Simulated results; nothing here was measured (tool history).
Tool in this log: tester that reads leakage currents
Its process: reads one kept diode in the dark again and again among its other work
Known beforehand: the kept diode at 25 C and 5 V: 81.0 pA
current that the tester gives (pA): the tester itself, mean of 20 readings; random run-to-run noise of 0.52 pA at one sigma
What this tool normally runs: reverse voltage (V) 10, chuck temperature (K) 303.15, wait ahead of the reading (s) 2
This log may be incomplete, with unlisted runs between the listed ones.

run    hour  reverse voltage (V)  chuck temperature (K)  wait ahead of the reading (s)  current that the tester gives (pA)
  1       0                   10                 303.15                              2                              158.46
  2    26.7                   10                 303.15                              2                              157.62
  3    64.9                   10                 303.15                              2                              157.33
  4    87.9                   10                 303.15                              2                              158.03
  5     120                   10                 303.15                              2                              157.92
  6   149.2                   10                 303.15                              2                              156.59
  7   185.9                   10                 303.15                              2                              156.33
      212.1  -- chuck's temperature calibrated
  8   226.9                   10                 303.15                              2                              143.55
  9   246.6                   10                 303.15                              2                               143.5
 10   264.4                   10                 303.15                            4.1                              142.35
 11   290.7                   10                 303.15                           0.72                              144.94
      310.1  -- chuck's temperature calibrated, once more
 12   310.1                   10                 303.15                           2.49                              179.74
 13   343.8                  1.9                 303.15                           2.49                               78.94
 14   384.4                  1.9                 303.15                           2.49                                78.6
 15   423.2                   10                 303.15                              2                              178.63
 16     466                   10                 303.15                              2                              178.04
 17   503.8                   10                 303.15                              2                              177.26
 18   527.3                   10                 303.15                              2                              176.41
 19   568.1                   10                 303.15                              2                              176.48
 20   596.3                   10                 297.15                              2                              110.17
 21   635.7                   10                 297.15                              2                              109.66
 22   677.7                  1.8                 297.15                           1.26                               45.52
 23   713.9                  5.5                 303.15                           0.38                               131.6
 24   753.5                    5                 317.15                           0.32                              365.42
 25   793.2                    5                 317.15                           0.32                              363.71
 26   814.8                    5                 317.15                           0.32                              365.46
 27   838.5                 10.8                 332.15                           1.81                             1528.81
 28   862.6                 10.8                 332.15                           1.81                             1535.14
 29     894                  4.4                 330.15                            0.4                              862.29
 30   926.3                 10.6                 332.15                            0.4                             1521.46
 31   948.9                 10.6                 332.15                            0.4                             1519.74
 32   973.7                 10.6                 332.15                            0.4                              1512.1
 33  1007.6                 10.6                 332.15                            0.4                             1504.37
 34  1040.8                  9.2                 318.15                           0.47                               516.5
 35  1081.2                  7.6                 319.15                           9.62                              499.32
 36  1124.2                 11.3                 303.15                           7.81                              178.81
 37    1163                 11.3                 303.15                           7.81                              178.81
 38  1202.3                  1.5                 303.15                           1.97                               65.08
 39  1227.1                  3.9                 293.15                              2                                46.9
 40  1251.9                  8.7                 313.15                              2                              336.85
 41  1286.9                  1.2                 309.15                              2                               93.28

Forecast each of these 3 alternatives for the next run:
  A  1304.7                   10                 303.15                           0.78                                   ?
  B  1304.7                   10                 324.15                           1.65                                   ?
  C  1304.7                   10                 303.15                           0.33                                   ?

run  current that the tester gives (pA)
  A                              169.43
  B                              813.93
  C                              171.67
With no hidden state in the tool, these same runs would have given:
run  current that the tester gives (pA)
  A                              175.06
  B                              881.04
  C                              177.29
